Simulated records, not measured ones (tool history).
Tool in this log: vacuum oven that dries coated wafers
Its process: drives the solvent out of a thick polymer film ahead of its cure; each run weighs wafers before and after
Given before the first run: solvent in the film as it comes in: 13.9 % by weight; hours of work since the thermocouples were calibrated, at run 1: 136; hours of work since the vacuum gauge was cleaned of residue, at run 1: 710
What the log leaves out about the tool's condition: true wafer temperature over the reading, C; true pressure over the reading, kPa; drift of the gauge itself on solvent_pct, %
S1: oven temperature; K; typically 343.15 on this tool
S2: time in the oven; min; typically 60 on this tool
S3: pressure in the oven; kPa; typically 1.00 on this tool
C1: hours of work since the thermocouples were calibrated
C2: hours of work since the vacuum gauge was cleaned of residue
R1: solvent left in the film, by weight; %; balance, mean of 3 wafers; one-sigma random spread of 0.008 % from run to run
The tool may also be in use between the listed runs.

run,day,S1,S2,S3,C1,C2,R1
1,0.000,343.15,60,1.00,136,710,1.004
2,0.329,343.15,60,1.00,142,716,0.981
3,0.583,335.15,60,1.00,147,721,2.554
4,1.042,335.15,60,1.00,155,729,2.567
5,1.296,335.15,60,1.00,160,734,2.563
6,1.638,343.15,60,2.85,166,740,2.150
7,1.992,343.15,60,1.00,173,747,0.998
8,2.558,343.15,60,1.00,184,758,0.997
9,2.829,343.15,60,1.00,189,763,0.998
10,3.221,343.15,37,1.00,196,770,1.956
11,3.725,343.15,37,1.00,205,780,1.974
12,4.017,343.15,37,1.00,211,785,1.964
13,4.579,343.15,60,1.00,221,796,0.995
14,5.000,343.15,60,1.00,229,803,0.992
15,5.242,343.15,60,1.00,234,808,0.995
16,5.533,343.15,60,1.00,239,813,0.990
17,5.812,343.15,46,1.00,245,819,1.432
18,6.121,358.15,60,1.00,250,825,0.349
19,6.688,343.15,60,0.68,261,835,0.798
20,7.188,343.15,60,0.68,270,845,0.804
21,7.508,343.15,60,0.68,276,851,0.794
22,7.829,343.15,60,0.68,282,857,0.807
23,8.154,343.15,60,0.68,289,863,0.793
24,8.404,343.15,60,0.68,293,867,0.807
25,8.896,351.15,60,0.51,302,877,0.265
26,9.188,339.15,31,1.00,308,882,3.660
27,9.429,339.15,31,1.00,312,887,3.672
28,9.700,343.15,44,2.58,318,892,2.465
29,10.054,343.15,74,0.66,324,898,0.583
30,10.567,343.15,74,0.66,334,908,0.581
31,10.829,344.15,74,0.66,339,913,0.523
32,11.225,343.15,60,2.60,346,920,1.987
33,11.708,343.15,60,2.60,355,929,1.985
34,12.071,343.15,93,0.55,362,936,0.405
35,12.462,343.15,93,0.55,369,943,0.404
36,12.867,348.15,105,2.31,377,951,1.185
37,13.421,348.15,105,2.31,387,961,1.191
38,13.962,349.15,47,1.00,398,972,0.694
39,14.504,348.15,42,1.00,408,982,0.862
40,14.946,343.15,60,3.26,416,990,2.382

Below are 4 alternative next runs, each starting from the tool's condition after run 40. Predict each:
A,15.204,351.15,60,1.00,421,995,?
B,15.204,343.15,83,3.26,421,995,?
C,15.204,330.15,48,1.58,421,995,?
D,15.204,343.15,60,1.29,421,995,?

run,R1
A,0.481
B,2.152
C,5.374
D,1.187
The same runs, with their run-to-run variation unchanged, on a tool lacking any hidden condition would have given:
run,R1
A,0.480
B,2.150
C,5.374
D,1.185
